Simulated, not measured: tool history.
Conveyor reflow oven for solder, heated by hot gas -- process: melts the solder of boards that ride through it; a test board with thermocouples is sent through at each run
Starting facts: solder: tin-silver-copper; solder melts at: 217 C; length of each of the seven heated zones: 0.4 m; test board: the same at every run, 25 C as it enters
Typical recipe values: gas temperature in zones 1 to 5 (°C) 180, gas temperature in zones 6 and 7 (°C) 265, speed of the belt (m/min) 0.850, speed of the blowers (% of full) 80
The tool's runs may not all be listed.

| run | hour | gas temperature in zones 1 to 5 (°C) | gas temperature in zones 6 and 7 (°C) | speed of the belt (m/min) | speed of the blowers (% of full) | highest temperature of the board (°C) | time above the solder's melting point (s) |
|---|---|---|---|---|---|---|---|
| 1 | 0.0 | 180 | 265 | 0.850 | 80 | 252.3 | 44.1 |
| 2 | 4.1 | 180 | 265 | 0.850 | 80 | 252.0 | 44.1 |
| 3 | 9.5 | 180 | 265 | 0.850 | 80 | 252.0 | 44.1 |
| 4 | 17.7 | 180 | 265 | 0.722 | 80 | 256.3 | 55.4 |
| 5 | 25.4 | 180 | 265 | 0.850 | 80 | 252.2 | 44.1 |
| 6 | 34.7 | 180 | 265 | 0.850 | 80 | 251.9 | 44.0 |
| 7 | 40.6 | 180 | 265 | 0.850 | 80 | 251.4 | 44.1 |
| 8 | 47.5 | 180 | 265 | 0.850 | 80 | 251.8 | 43.9 |
| 9 | 57.0 | 180 | 265 | 0.850 | 80 | 251.6 | 44.0 |
| 10 | 64.3 | 180 | 265 | 0.850 | 80 | 251.6 | 44.1 |
| 11 | 71.4 | 180 | 265 | 0.850 | 76 | 251.0 | 43.5 |
| 12 | 76.9 | 180 | 271 | 0.850 | 80 | 257.0 | 46.5 |
| 13 | 82.5 | 180 | 271 | 0.850 | 80 | 257.4 | 46.5 |
| 14 | 91.3 | 180 | 265 | 0.850 | 58 | 246.8 | 39.7 |
| 15 | 97.3 | 180 | 278 | 0.840 | 85 | 264.7 | 50.3 |
| 16 | 106.7 | 172 | 265 | 0.850 | 69 | 248.0 | 39.0 |
| 17 | 111.0 | 172 | 265 | 0.850 | 69 | 247.9 | 38.7 |
|  | 116.5 | flux residue cleaned out of gas plates and filters |
| 18 | 124.4 | 172 | 269 | 0.850 | 69 | 250.5 | 40.2 |
| 19 | 130.5 | 165 | 278 | 0.850 | 61 | 254.5 | 40.5 |
| 20 | 136.4 | 165 | 278 | 0.850 | 61 | 254.2 | 40.2 |
| 21 | 144.8 | 167 | 278 | 0.709 | 61 | 262.1 | 54.3 |
|  | 150.5 | flux residue cleaned out of gas plates and filters, once more |
| 22 | 156.8 | 167 | 278 | 0.709 | 61 | 264.5 | 55.8 |
| 23 | 161.2 | 166 | 271 | 0.983 | 84 | 252.6 | 34.9 |
| 24 | 166.6 | 167 | 265 | 0.921 | 77 | 248.2 | 35.2 |
| 25 | 170.6 | 167 | 265 | 0.921 | 77 | 248.2 | 35.0 |

Forecast each of these 4 alternatives for the next run:
| A | 179.7 | 180 | 266 | 0.697 | 80 | ? | ? |
| B | 179.7 | 175 | 267 | 0.751 | 80 | ? | ? |
| C | 179.7 | 171 | 265 | 0.788 | 77 | ? | ? |
| D | 179.7 | 167 | 270 | 0.921 | 66 | ? | ? |

| run | highest temperature of the board (°C) | time above the solder's melting point (s) |
|---|---|---|
| A | 258.9 | 59.2 |
| B | 257.9 | 52.4 |
| C | 253.5 | 46.6 |
| D | 249.3 | 35.1 |
Stripped of hidden state, with their random variation kept, the same runs would have yielded:
| run | highest temperature of the board (°C) | time above the solder's melting point (s) |
|---|---|---|
| A | 257.8 | 58.3 |
| B | 256.8 | 51.6 |
| C | 252.5 | 45.8 |
| D | 248.3 | 34.2 |

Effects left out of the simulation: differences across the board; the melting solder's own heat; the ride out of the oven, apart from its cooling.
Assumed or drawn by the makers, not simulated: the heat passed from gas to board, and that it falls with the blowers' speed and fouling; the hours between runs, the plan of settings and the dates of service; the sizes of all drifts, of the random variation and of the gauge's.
